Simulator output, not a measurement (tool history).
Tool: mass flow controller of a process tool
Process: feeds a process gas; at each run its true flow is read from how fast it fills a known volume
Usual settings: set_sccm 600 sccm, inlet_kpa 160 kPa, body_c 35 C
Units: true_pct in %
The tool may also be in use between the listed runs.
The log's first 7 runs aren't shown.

| run | hour | set_sccm | inlet_kpa | body_c | true_pct |
|---|---|---|---|---|---|
| 8 | 633.9 | 365 | 160 | 35 | 97.15 |
| 9 | 706.2 | 365 | 160 | 35 | 97.28 |
| 10 | 803.8 | 600 | 188 | 35 | 97.64 |
| 11 | 889.0 | 600 | 188 | 35 | 97.60 |
| 12 | 945.6 | 600 | 160 | 35 | 97.41 |
| 13 | 1001.8 | 600 | 160 | 35 | 97.35 |
| 14 | 1084.1 | 592 | 160 | 35 | 97.45 |
| 15 | 1196.9 | 600 | 160 | 25 | 98.15 |
|  | 1215.0 | gauge calibrated |
| 16 | 1255.6 | 600 | 160 | 25 | 99.04 |
| 17 | 1383.5 | 126 | 160 | 40 | 96.66 |
| 18 | 1485.1 | 382 | 154 | 29 | 98.13 |
| 19 | 1612.1 | 382 | 154 | 29 | 98.07 |
| 20 | 1696.9 | 600 | 245 | 29 | 98.68 |
| 21 | 1764.1 | 910 | 158 | 25 | 99.27 |
| 22 | 1845.1 | 600 | 220 | 35 | 97.84 |
| 23 | 1924.8 | 163 | 230 | 27 | 97.80 |
| 24 | 2019.1 | 163 | 230 | 27 | 97.80 |
| 25 | 2071.9 | 575 | 205 | 32 | 97.78 |
| 26 | 2189.6 | 262 | 233 | 27 | 97.87 |
| 27 | 2304.8 | 251 | 160 | 35 | 96.52 |
| 28 | 2376.9 | 251 | 160 | 35 | 96.69 |
| 29 | 2445.5 | 251 | 160 | 35 | 96.64 |
| 30 | 2534.2 | 251 | 160 | 35 | 96.44 |

5 ways to go on from here, each from the tool as it stands after run 30. What would each give?
| A | 2658.6 | 600 | 184 | 31 | ? |
| B | 2658.6 | 600 | 230 | 27 | ? |
| C | 2658.6 | 894 | 144 | 23 | ? |
| D | 2658.6 | 251 | 226 | 35 | ? |
| E | 2658.6 | 251 | 160 | 36 | ? |

| run | true_pct |
|---|---|
| A | 97.50 |
| B | 98.02 |
| C | 98.63 |
| D | 96.53 |
| E | 96.27 |
Without the tool's hidden state the same runs would have given:
| run | true_pct |
|---|---|
| A | 98.61 |
| B | 99.14 |
| C | 99.76 |
| D | 97.62 |
| E | 97.36 |
